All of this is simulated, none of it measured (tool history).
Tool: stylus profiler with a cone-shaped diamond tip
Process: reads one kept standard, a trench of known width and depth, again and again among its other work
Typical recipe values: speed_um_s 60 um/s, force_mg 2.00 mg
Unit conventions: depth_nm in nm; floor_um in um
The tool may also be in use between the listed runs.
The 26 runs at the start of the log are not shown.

run,hour,speed_um_s,force_mg,scans with this tip,hours of work since the height scale was calibrated,depth_nm,floor_um
27,1238.3,18,0.70,515,61,200.72,16.93
# hour 1242.8: height scale calibrated on a step standard
28,1302.2,60,1.56,885,41,201.35,16.71
29,1365.7,37,2.00,1257,85,201.43,16.87
# hour 1396.2: height scale calibrated on a step standard, once more
30,1429.8,89,0.81,1628,23,200.87,16.22
31,1478.1,153,2.65,1911,56,201.76,16.21
32,1508.5,117,1.23,2089,77,201.20,16.02
33,1554.3,117,1.23,2356,109,201.11,16.07
34,1595.9,190,1.05,2600,138,201.07,15.35
35,1634.0,104,0.92,2822,164,201.02,15.92
36,1668.4,217,1.21,3023,188,201.15,15.15
37,1728.2,46,2.00,3373,229,201.67,16.56
38,1767.5,46,2.00,3603,256,201.67,16.51
39,1797.5,46,2.00,3778,277,201.68,16.40
40,1845.4,50,2.03,4058,310,201.75,16.40
41,1891.5,50,2.03,4328,341,201.96,16.39
42,1952.1,112,5.19,4682,383,203.21,16.21
43,2012.1,39,1.94,5033,425,201.84,16.34
44,2078.0,94,5.97,5418,470,203.34,16.19
45,2112.4,20,0.68,5619,494,201.37,16.27
46,2142.7,207,1.03,5796,515,201.64,14.81

Forecast each of these 3 alternatives for the next run:
A,2198.8,105,1.52,6124,553,?,?
B,2198.8,22,2.88,6124,553,?,?
C,2198.8,216,1.54,6124,553,?,?

run,depth_nm,floor_um
A,201.82,15.74
B,202.37,16.34
C,201.58,15.04
What these runs would have given with no unlogged condition in the tool:
run,depth_nm,floor_um
A,201.27,16.49
B,201.82,17.08
C,201.03,15.78

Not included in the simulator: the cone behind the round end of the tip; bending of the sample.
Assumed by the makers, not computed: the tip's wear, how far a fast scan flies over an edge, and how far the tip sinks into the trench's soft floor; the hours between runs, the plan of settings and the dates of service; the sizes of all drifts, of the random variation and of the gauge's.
